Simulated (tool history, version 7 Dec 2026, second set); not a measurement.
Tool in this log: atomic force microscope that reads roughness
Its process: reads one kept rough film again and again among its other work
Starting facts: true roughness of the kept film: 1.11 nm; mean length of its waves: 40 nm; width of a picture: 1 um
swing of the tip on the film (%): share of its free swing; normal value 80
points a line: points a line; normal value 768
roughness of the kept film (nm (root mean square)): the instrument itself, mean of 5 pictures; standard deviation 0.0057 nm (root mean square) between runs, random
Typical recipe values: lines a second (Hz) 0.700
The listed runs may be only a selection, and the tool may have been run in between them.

run    hour  lines a second (Hz)  swing of the tip on the film (%)  points a line  roughness of the kept film (nm (root mean square))
  1     0.0                0.700                                80            768                                               1.009
  2    17.2                0.700                                80            768                                               0.989
       46.0  -- new tip fitted
  3    53.2                0.700                                80            768                                               0.999
  4    83.9                0.700                                59            768                                               1.013
       98.2  -- new tip fitted
  5   118.0                0.700                                59            768                                               1.035
      150.1  -- new tip fitted
  6   153.3                0.700                                59            768                                               1.053
  7   179.2                0.700                                59            768                                               1.013
      201.4  -- new tip fitted
  8   211.8                0.700                                80            768                                               0.993
  9   246.1                0.700                                80            768                                               0.957
      255.7  -- new tip fitted
 10   278.4                0.700                                80            768                                               0.975
 11   297.9                0.700                                80            768                                               0.942
      309.5  -- new tip fitted
 12   315.6                0.505                                80            768                                               1.019
 13   347.6                0.700                                82            768                                               0.959
      361.7  -- new tip fitted
 14   384.4                0.700                                82            768                                               0.975
 15   403.0                0.700                                82            768                                               0.955
      413.9  -- new tip fitted
 16   418.6                3.981                                82            768                                               0.765
 17   441.3                3.981                                82            768                                               0.737
      469.1  -- new tip fitted
 18   470.0                3.981                                82            266                                               0.761
 19   485.9                3.981                                82            266                                               0.742
 20   517.0                3.981                                82            266                                               0.713
      520.3  -- new tip fitted
 21   550.3                3.981                                82            266                                               0.727
 22   568.0                3.981                                82            266                                               0.718
      573.8  -- new tip fitted
 23   601.9                3.981                                62            326                                               0.907
 24   622.7                3.981                                62            326                                               0.890
      628.8  -- new tip fitted
 25   641.7                3.981                                62            326                                               0.935
 26   662.0                2.296                                77            701                                               0.873
      680.6  -- new tip fitted
 27   690.4                2.472                                68            568                                               0.952
 28   720.8                1.712                                78            470                                               0.897
      732.6  -- new tip fitted
 29   754.4                1.692                                74            283                                               0.927
 30   770.9                1.234                                80            298                                               0.912
      784.6  -- new tip fitted
 31   807.7                0.573                                78            672                                               1.001
 32   830.1                0.573                                78            672                                               0.974
      835.9  -- new tip fitted
 33   846.0                0.573                                78            672                                               1.006
 34   861.7                0.573                                89            628                                               0.964
 35   880.3                1.514                                84            272                                               0.859
      887.9  -- new tip fitted
 36   918.0                0.858                                80            768                                               0.959
      940.2  -- new tip fitted
 37   940.2                1.425                                60            301                                               1.011
 38   977.2                0.971                                60            301                                               0.986
      993.6  -- new tip fitted
 39   996.1                2.365                                60            301                                               0.997
 40  1030.3                1.622                                73            489                                               0.924
     1045.9  -- new tip fitted
 41  1063.0                0.700                                78            827                                               0.991
 42  1086.8                2.936                                80            768                                               0.809
     1098.0  -- new tip fitted
 43  1124.9                3.699                                80            469                                               0.768
     1150.5  -- new tip fitted
 44  1151.9                3.699                                80            469                                               0.799

Had the tool no unlogged condition, and each run kept its random variation, what would the results have been?
Hidden state at play: radius of the tip, nm; height scale over the true one, %; drift of the gauge itself on roughness_nm, %.
run  roughness of the kept film (nm (root mean square))
  1                                               1.024
  2                                               1.024
  3                                               1.015
  4                                               1.065
  5                                               1.068
  6                                               1.064
  7                                               1.057
  8                                               1.012
  9                                               1.019
 10                                               1.010
 11                                               1.000
 12                                               1.033
 13                                               1.013
 14                                               1.012
 15                                               1.011
 16                                               0.776
 17                                               0.771
 18                                               0.769
 19                                               0.764
 20                                               0.762
 21                                               0.761
 22                                               0.767
 23                                               0.949
 24                                               0.955
 25                                               0.958
 26                                               0.918
 27                                               0.974
 28                                               0.952
 29                                               0.964
 30                                               0.965
 31                                               1.039
 32                                               1.037
 33                                               1.030
 34                                               1.005
 35                                               0.917
 36                                               1.008
 37                                               1.022
 38                                               1.040
 39                                               1.010
 40                                               0.973
 41                                               1.027
 42                                               0.860
 43                                               0.805
 44                                               0.810
